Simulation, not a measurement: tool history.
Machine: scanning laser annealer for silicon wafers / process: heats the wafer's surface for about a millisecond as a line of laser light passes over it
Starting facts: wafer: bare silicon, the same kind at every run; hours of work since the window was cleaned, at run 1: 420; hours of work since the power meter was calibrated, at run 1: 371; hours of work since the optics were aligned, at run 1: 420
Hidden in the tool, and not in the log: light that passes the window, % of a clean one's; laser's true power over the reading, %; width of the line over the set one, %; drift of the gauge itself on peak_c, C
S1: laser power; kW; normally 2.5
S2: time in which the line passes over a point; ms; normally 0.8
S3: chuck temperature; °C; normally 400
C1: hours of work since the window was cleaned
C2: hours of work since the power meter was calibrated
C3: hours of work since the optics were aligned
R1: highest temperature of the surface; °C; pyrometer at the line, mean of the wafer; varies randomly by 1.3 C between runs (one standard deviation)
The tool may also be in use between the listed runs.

run 1 hour=0 | S1=2.5 S2=0.8 S3=400 | C1=420 C2=371 C3=420 | R1=1159
run 2 hour=24.5 | S1=2.5 S2=0.8 S3=400 | C1=435 C2=387 C3=435 | R1=1159
run 3 hour=43.7 | S1=2.5 S2=0.8 S3=400 | C1=447 C2=399 C3=447 | R1=1157
run 4 hour=64 | S1=2.5 S2=0.695 S3=400 | C1=460 C2=412 C3=460 | R1=1104
run 5 hour=78.3 | S1=2.5 S2=0.695 S3=400 | C1=469 C2=421 C3=469 | R1=1104
-- hour=102.8 window over the wafer cleaned
run 6 hour=106.9 | S1=2.5 S2=0.8 S3=402 | C1=3 C2=437 C3=486 | R1=1177
run 7 hour=119.9 | S1=2.5 S2=0.8 S3=402 | C1=11 C2=446 C3=494 | R1=1174
run 8 hour=143.7 | S1=2.5 S2=0.8 S3=402 | C1=26 C2=461 C3=509 | R1=1179
run 9 hour=157.9 | S1=2.349 S2=0.8 S3=400 | C1=35 C2=470 C3=518 | R1=1126
run 10 hour=171.9 | S1=2.5 S2=0.702 S3=400 | C1=44 C2=478 C3=527 | R1=1122
run 11 hour=194.7 | S1=2.5 S2=0.702 S3=400 | C1=58 C2=493 C3=541 | R1=1121
run 12 hour=222.2 | S1=2.5 S2=0.7 S3=400 | C1=75 C2=510 C3=559 | R1=1118
run 13 hour=238.4 | S1=2.5 S2=0.614 S3=400 | C1=86 C2=521 C3=569 | R1=1069
-- hour=245.4 optics aligned, line set to its width
run 14 hour=260 | S1=2.126 S2=0.994 S3=412 | C1=96 C2=531 C3=9 | R1=1139
run 15 hour=287.3 | S1=2.126 S2=0.994 S3=381 | C1=113 C2=548 C3=27 | R1=1107
run 16 hour=299.7 | S1=2.126 S2=0.994 S3=381 | C1=121 C2=556 C3=34 | R1=1110
-- hour=315.3 optics aligned, line set to its width, once more
run 17 hour=318.8 | S1=2.554 S2=0.59 S3=400 | C1=130 C2=565 C3=2 | R1=1074
run 18 hour=343.2 | S1=2.554 S2=0.59 S3=400 | C1=146 C2=580 C3=18 | R1=1072
run 19 hour=358.1 | S1=2.5 S2=0.566 S3=385 | C1=155 C2=590 C3=27 | R1=1030

Consider 3 possible next runs. They are alternatives, not a sequence: every one starts from the tool as it was left by run 19. What does each give?
run A hour=385.2 | S1=2.411 S2=0.936 S3=367 | C1=172 C2=607 C3=44 | R1=?
run B hour=385.2 | S1=2.213 S2=0.59 S3=383 | C1=172 C2=607 C3=44 | R1=?
run C hour=385.2 | S1=2.729 S2=0.722 S3=431 | C1=172 C2=607 C3=44 | R1=?

run=A R1=1171
run=B R1=961
run=C R1=1230
Without the tool's unlogged condition, the same runs would have read:
run=A R1=1172
run=B R1=962
run=C R1=1231

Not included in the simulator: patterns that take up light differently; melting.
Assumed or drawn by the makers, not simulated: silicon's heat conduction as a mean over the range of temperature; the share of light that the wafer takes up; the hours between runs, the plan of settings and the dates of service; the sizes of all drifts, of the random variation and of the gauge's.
